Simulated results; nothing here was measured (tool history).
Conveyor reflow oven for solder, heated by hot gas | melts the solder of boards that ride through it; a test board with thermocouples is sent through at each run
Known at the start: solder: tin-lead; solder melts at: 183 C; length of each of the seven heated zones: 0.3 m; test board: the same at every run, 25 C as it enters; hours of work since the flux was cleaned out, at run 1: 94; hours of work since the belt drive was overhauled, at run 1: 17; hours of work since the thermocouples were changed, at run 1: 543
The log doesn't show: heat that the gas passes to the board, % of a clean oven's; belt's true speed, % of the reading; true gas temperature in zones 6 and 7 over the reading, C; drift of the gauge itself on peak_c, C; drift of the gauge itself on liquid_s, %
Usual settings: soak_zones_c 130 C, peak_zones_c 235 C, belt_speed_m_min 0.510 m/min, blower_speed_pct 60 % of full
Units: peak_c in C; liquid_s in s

run	hour	soak_zones_c	peak_zones_c	belt_speed_m_min	blower_speed_pct	hours of work since the flux was cleaned out	hours of work since the belt drive was overhauled	hours of work since the thermocouples were changed	peak_c	liquid_s
1	0.0	130	235	0.510	60	94	17	543	210.7	44.1
2	8.9	130	235	0.510	60	99	22	547	210.8	44.5
3	18.2	130	247	0.510	60	104	27	553	220.4	52.0
4	25.4	130	235	0.510	60	108	31	557	210.4	43.9
5	30.1	130	235	0.510	60	110	34	559	210.4	44.0
6	37.1	130	235	0.510	60	114	37	563	210.8	44.0
7	44.1	130	234	0.510	60	118	41	567	209.2	43.3
8	50.8	130	234	0.510	60	122	45	571	209.3	43.0
9	61.3	126	235	0.510	60	128	51	576	209.3	42.1
10	67.2	126	235	0.510	60	131	54	580	209.0	42.0
11	76.2	130	235	0.513	60	136	59	585	209.6	43.1
12	80.8	130	235	0.510	60	138	62	587	209.9	44.1
13	88.0	130	235	0.510	60	142	65	591	210.8	43.9
14	97.9	130	235	0.433	60	148	71	597	215.5	58.0
15	105.5	130	235	0.433	60	152	75	601	216.0	58.5
16	113.1	134	235	0.504	60	156	79	605	211.7	46.4
# hour 118.8: flux residue cleaned out of gas plates and filters
17	123.5	130	235	0.510	59	3	82	608	209.3	42.8
18	129.7	130	235	0.510	59	6	86	611	209.1	42.3
19	137.6	130	235	0.510	59	10	90	616	209.5	42.6
20	147.6	141	240	0.510	69	16	96	621	218.2	54.2
# hour 159.2: flux residue cleaned out of gas plates and filters, once more
21	162.8	127	249	0.434	72	2	101	627	231.8	68.8
22	169.9	130	238	0.593	75	6	105	631	212.3	39.5
23	178.0	135	237	0.499	90	10	110	635	221.7	56.2
24	185.4	145	242	0.584	65	14	114	639	217.2	47.2
25	191.8	137	235	0.484	60	18	117	643	214.9	52.7
26	202.1	130	235	0.496	60	24	123	649	212.1	47.2
27	210.5	122	248	0.510	63	28	128	653	221.0	50.6
28	220.7	132	245	0.510	60	34	133	659	220.1	52.1
29	227.8	132	245	0.510	60	38	137	663	219.4	52.5
30	232.4	117	233	0.510	60	40	140	665	206.8	37.1

Hidden state at the last listed run before each entry between runs and at the first one after, where it differs:
Between runs 16 and 17: flux residue cleaned out of gas plates and filters (hour 118.8)
  heat that the gas passes to the board, % of a clean oven's: 94.2 -> 92.7; belt's true speed, % of the reading: 99.96 -> 99.95; true gas temperature in zones 6 and 7 over the reading, C: -1.95 -> -1.96
  measured less the result without the state, peak_c: -3.2 -> -3.7 C; liquid_s: -2.9 -> -3.6 s
Between runs 20 and 21: flux residue cleaned out of gas plates and filters, once more (hour 159.2)
  heat that the gas passes to the board, % of a clean oven's: 92.3 -> 99.7; belt's true speed, % of the reading: 99.93 -> 99.92; true gas temperature in zones 6 and 7 over the reading, C: -2.01 -> -2.04
  measured less the result without the state, peak_c: -3.8 -> -1.9 C; liquid_s: -2.8 -> -0.9 s
